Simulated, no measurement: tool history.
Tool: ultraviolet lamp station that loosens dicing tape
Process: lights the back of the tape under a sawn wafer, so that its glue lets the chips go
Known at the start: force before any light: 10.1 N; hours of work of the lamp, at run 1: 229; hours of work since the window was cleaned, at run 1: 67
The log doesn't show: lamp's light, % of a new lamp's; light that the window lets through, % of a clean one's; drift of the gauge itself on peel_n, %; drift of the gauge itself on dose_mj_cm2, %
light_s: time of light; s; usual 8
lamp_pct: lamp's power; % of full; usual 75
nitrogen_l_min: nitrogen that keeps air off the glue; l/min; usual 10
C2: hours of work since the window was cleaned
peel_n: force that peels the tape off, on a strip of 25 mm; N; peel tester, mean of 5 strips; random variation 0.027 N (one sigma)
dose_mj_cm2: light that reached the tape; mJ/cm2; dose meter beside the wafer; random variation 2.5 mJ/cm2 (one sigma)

Run 1, day 0: usual settings; hours of work of the lamp 229; C2 67. Result: peel_n 1.595 N, dose_mj_cm2 264 mJ/cm2.
Run 2, day 0.467: usual settings but light_s 5 s; hours of work of the lamp 238; C2 75. Result: peel_n 3.104 N, dose_mj_cm2 166 mJ/cm2.
Run 3, day 0.979: usual settings but light_s 5 s; hours of work of the lamp 247; C2 85. Result: peel_n 3.142 N, dose_mj_cm2 163 mJ/cm2.
Run 4, day 1.404: usual settings but light_s 6 s; hours of work of the lamp 255; C2 92. Result: peel_n 2.476 N, dose_mj_cm2 198 mJ/cm2.
Run 5, day 1.908: usual settings but light_s 6 s; hours of work of the lamp 264; C2 102. Result: peel_n 2.56 N, dose_mj_cm2 193 mJ/cm2.
Run 6, day 2.404: usual settings but light_s 6 s; hours of work of the lamp 273; C2 111. Result: peel_n 2.563 N, dose_mj_cm2 194 mJ/cm2.
Run 7, day 2.746: usual settings but light_s 6 s; hours of work of the lamp 279; C2 117. Result: peel_n 2.609 N, dose_mj_cm2 197 mJ/cm2.
Run 8, day 3.2: usual settings but light_s 6 s; hours of work of the lamp 288; C2 125. Result: peel_n 2.618 N, dose_mj_cm2 190 mJ/cm2.
Run 9, day 3.758: usual settings but light_s 6 s; hours of work of the lamp 298; C2 135. Result: peel_n 2.707 N, dose_mj_cm2 190 mJ/cm2.
Run 10, day 4.05: usual settings but light_s 9 s, lamp_pct 68 % of full, nitrogen_l_min 4 l/min; hours of work of the lamp 303; C2 141. Result: peel_n 2.897 N, dose_mj_cm2 259 mJ/cm2.
Run 11, day 4.421: usual settings but light_s 11 s, nitrogen_l_min 5 l/min; hours of work of the lamp 310; C2 147. Result: peel_n 1.627 N, dose_mj_cm2 345 mJ/cm2.
Run 12, day 4.896: usual settings but light_s 7 s, lamp_pct 68 % of full; hours of work of the lamp 319; C2 156. Result: peel_n 2.506 N, dose_mj_cm2 196 mJ/cm2.
Run 13, day 5.404: usual settings but light_s 10 s, lamp_pct 70 % of full, nitrogen_l_min 12 l/min; hours of work of the lamp 328; C2 165. Result: peel_n 1.228 N, dose_mj_cm2 286 mJ/cm2.
Run 14, day 5.879: usual settings but light_s 10 s, lamp_pct 70 % of full, nitrogen_l_min 12 l/min; hours of work of the lamp 337; C2 174. Result: peel_n 1.201 N, dose_mj_cm2 283 mJ/cm2.
Run 15, day 6.392: usual settings but light_s 10 s, lamp_pct 70 % of full, nitrogen_l_min 12 l/min; hours of work of the lamp 346; C2 183. Result: peel_n 1.242 N, dose_mj_cm2 281 mJ/cm2.
Run 16, day 6.679: usual settings but lamp_pct 73 % of full, nitrogen_l_min 3 l/min; hours of work of the lamp 351; C2 189. Result: peel_n 3.745 N, dose_mj_cm2 238 mJ/cm2.
Run 17, day 7.242: usual settings but light_s 4 s, nitrogen_l_min 6 l/min; hours of work of the lamp 361; C2 199. Result: peel_n 5.218 N, dose_mj_cm2 120 mJ/cm2.
Run 18, day 7.504: usual settings but light_s 4 s, nitrogen_l_min 6 l/min; hours of work of the lamp 366; C2 204. Result: peel_n 5.183 N, dose_mj_cm2 121 mJ/cm2.

Measured less the same run without the tool's hidden state. The same run-to-run variation is in both; the gauge's scatter may not be:
run  peel_n  dose_mj_cm2
  1  +0.253          -26
  2  +0.354          -18
  3  +0.382          -18
  4  +0.371          -23
  5  +0.403          -25
  6  +0.424          -27
  7  +0.446          -28
  8  +0.466          -29
  9  +0.505          -31
 10  +0.526          -42
 11  +0.412          -59
 12  +0.538          -35
 13  +0.378          -54
 14  +0.383          -56
 15  +0.407          -59
 16  +0.718          -50
 17  +0.741          -27
 18  +0.748          -28
